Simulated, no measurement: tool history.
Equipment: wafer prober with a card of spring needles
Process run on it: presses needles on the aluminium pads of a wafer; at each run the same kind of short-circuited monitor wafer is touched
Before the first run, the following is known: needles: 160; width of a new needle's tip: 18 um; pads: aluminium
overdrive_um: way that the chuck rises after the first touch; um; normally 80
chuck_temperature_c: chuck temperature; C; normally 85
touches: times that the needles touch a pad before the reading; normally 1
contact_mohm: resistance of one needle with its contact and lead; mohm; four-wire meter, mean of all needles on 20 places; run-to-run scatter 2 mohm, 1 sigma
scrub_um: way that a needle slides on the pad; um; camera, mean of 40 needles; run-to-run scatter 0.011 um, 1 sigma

run  hour  overdrive_um  chuck_temperature_c  touches  contact_mohm  scrub_um
  1     0            80                   85        1           234     13.54
  2   8.4            80                   85        1           245     13.54
  3  20.1            80                   85        1           249     13.53
     25.1  -- tips cleaned on abrasive film
  4  25.4            80                   85        1           212     13.56
  5  36.8            80                   85        1           231     13.54
  6    47            91                   56        1           227      15.4
  7  55.7            91                   56        1           230     15.39
       57  -- height of the first contact set anew
  8  65.5            91                   56        1           242      15.4
     68.2  -- tips cleaned on abrasive film
  9  71.4            80                   86        2           218     13.53
 10  82.6            80                   86        2           222     13.55

What if the next run were any one of these 3? Each begins from the tool's condition after run 10:
     87.5  -- height of the first contact set anew, once more
  A  93.2            67                   89        2             ?         ?
     87.5  -- height of the first contact set anew, once more
  B  93.2            65                   85        2             ?         ?
     87.5  -- height of the first contact set anew, once more
  C  93.2            80                   64        1             ?         ?

run  contact_mohm  scrub_um
  A           238     11.34
  B           239     11.02
  C           237     13.56
Take away the tool's hidden state, keep each run's random variation, and the runs would have read:
run  contact_mohm  scrub_um
  A           214     11.34
  B           213     11.02
  C           206     13.56
